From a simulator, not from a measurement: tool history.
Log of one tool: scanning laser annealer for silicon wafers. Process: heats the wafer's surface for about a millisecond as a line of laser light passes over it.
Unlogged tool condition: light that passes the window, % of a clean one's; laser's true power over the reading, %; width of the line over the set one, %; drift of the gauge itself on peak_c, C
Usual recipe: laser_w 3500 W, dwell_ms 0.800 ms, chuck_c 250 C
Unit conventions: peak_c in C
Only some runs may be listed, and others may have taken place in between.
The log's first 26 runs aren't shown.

| run | hour | laser_w | dwell_ms | chuck_c | hours of work since the window was cleaned | hours of work since the power meter was calibrated | hours of work since the optics were aligned | peak_c |
|---|---|---|---|---|---|---|---|---|
| 27 | 159.6 | 3683 | 0.587 | 272 | 370 | 195 | 568 | 992 |
| 28 | 167.0 | 3574 | 0.651 | 239 | 374 | 198 | 571 | 971 |
| 29 | 172.1 | 3574 | 0.651 | 239 | 376 | 201 | 573 | 969 |
| 30 | 180.0 | 3500 | 0.800 | 275 | 379 | 204 | 577 | 1072 |
| 31 | 185.3 | 3500 | 0.800 | 275 | 382 | 207 | 579 | 1074 |
| 32 | 194.0 | 3045 | 0.594 | 250 | 386 | 210 | 583 | 838 |
| 33 | 200.3 | 3062 | 0.660 | 250 | 388 | 213 | 586 | 878 |
| 34 | 208.4 | 3438 | 0.661 | 250 | 392 | 217 | 589 | 960 |
| 35 | 212.5 | 3455 | 0.766 | 231 | 394 | 219 | 591 | 1000 |

Below are 3 alternative next runs, each starting from the tool's condition after run 35. Predict each:
| A | 220.7 | 3317 | 0.800 | 274 | 397 | 222 | 595 | ? |
| B | 220.7 | 3500 | 0.589 | 252 | 397 | 222 | 595 | ? |
| C | 220.7 | 3203 | 0.656 | 234 | 397 | 222 | 595 | ? |

| run | peak_c |
|---|---|
| A | 1026 |
| B | 935 |
| C | 893 |
Stripped of hidden state, with their random variation kept, the same runs would have yielded:
| run | peak_c |
|---|---|
| A | 1026 |
| B | 935 |
| C | 893 |

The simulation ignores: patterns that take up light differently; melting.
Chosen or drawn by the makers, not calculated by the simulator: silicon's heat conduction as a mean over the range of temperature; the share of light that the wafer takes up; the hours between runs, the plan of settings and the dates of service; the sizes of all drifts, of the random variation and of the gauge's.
